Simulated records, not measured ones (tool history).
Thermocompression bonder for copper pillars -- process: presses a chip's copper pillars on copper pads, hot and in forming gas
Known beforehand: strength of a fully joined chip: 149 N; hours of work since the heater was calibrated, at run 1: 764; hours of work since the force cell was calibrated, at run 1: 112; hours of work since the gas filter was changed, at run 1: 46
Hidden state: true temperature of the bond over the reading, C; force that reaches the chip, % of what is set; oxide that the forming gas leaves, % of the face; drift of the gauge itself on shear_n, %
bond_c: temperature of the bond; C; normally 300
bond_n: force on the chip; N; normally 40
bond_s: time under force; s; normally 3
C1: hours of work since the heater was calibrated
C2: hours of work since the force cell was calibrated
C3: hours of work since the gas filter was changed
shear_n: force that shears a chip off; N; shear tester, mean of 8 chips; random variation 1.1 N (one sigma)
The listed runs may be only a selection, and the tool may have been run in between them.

{"run": 1, "hour": 0.0, "bond_c": 300, "bond_n": 40, "bond_s": 3, "C1": 764, "C2": 112, "C3": 46, "shear_n": 85}
{"run": 2, "hour": 4.9, "bond_c": 300, "bond_n": 40, "bond_s": 3, "C1": 766, "C2": 114, "C3": 48, "shear_n": 86.4}
{"run": 3, "hour": 10.2, "bond_c": 300, "bond_n": 40, "bond_s": 3, "C1": 769, "C2": 117, "C3": 50, "shear_n": 87.4}
{"run": 4, "hour": 18.9, "bond_c": 300, "bond_n": 40, "bond_s": 3, "C1": 773, "C2": 121, "C3": 54, "shear_n": 85.7}
{"run": 5, "hour": 28.9, "bond_c": 300, "bond_n": 40, "bond_s": 3, "C1": 777, "C2": 125, "C3": 59, "shear_n": 86.6}
{"run": 6, "hour": 38.0, "bond_c": 300, "bond_n": 40, "bond_s": 2, "C1": 781, "C2": 129, "C3": 63, "shear_n": 75.8}
{"run": 7, "hour": 43.5, "bond_c": 300, "bond_n": 40, "bond_s": 2, "C1": 784, "C2": 132, "C3": 65, "shear_n": 75.7}
{"hour": 46.3, "done": "heater calibrated with a thermocouple chip"}
{"run": 8, "hour": 51.4, "bond_c": 300, "bond_n": 40, "bond_s": 2, "C1": 2, "C2": 134, "C3": 68, "shear_n": 72.2}
{"run": 9, "hour": 60.9, "bond_c": 300, "bond_n": 40, "bond_s": 2, "C1": 7, "C2": 139, "C3": 72, "shear_n": 70.5}
{"run": 10, "hour": 66.9, "bond_c": 317, "bond_n": 40, "bond_s": 3, "C1": 9, "C2": 141, "C3": 75, "shear_n": 97.5}
{"hour": 74.4, "done": "heater calibrated with a thermocouple chip, once more"}
{"run": 11, "hour": 74.4, "bond_c": 317, "bond_n": 40, "bond_s": 3, "C1": 0, "C2": 144, "C3": 78, "shear_n": 109}
{"run": 12, "hour": 80.1, "bond_c": 305, "bond_n": 56, "bond_s": 6, "C1": 3, "C2": 147, "C3": 80, "shear_n": 130.4}

What if the next run were any one of these 3? Each begins from the tool's condition after run 12:
{"run": "A", "hour": 87.3, "bond_c": 299, "bond_n": 41, "bond_s": 7, "C1": 6, "C2": 150, "C3": 83, "shear_n": "?"}
{"run": "B", "hour": 87.3, "bond_c": 300, "bond_n": 40, "bond_s": 6, "C1": 6, "C2": 150, "C3": 83, "shear_n": "?"}
{"run": "C", "hour": 87.3, "bond_c": 305, "bond_n": 34, "bond_s": 6, "C1": 6, "C2": 150, "C3": 83, "shear_n": "?"}

run=A shear_n=113.8
run=B shear_n=109.1
run=C shear_n=105.3
With the hidden condition removed and each run's random variation left untouched, the same runs would have given:
run=A shear_n=117.2
run=B shear_n=112.4
run=C shear_n=108.6
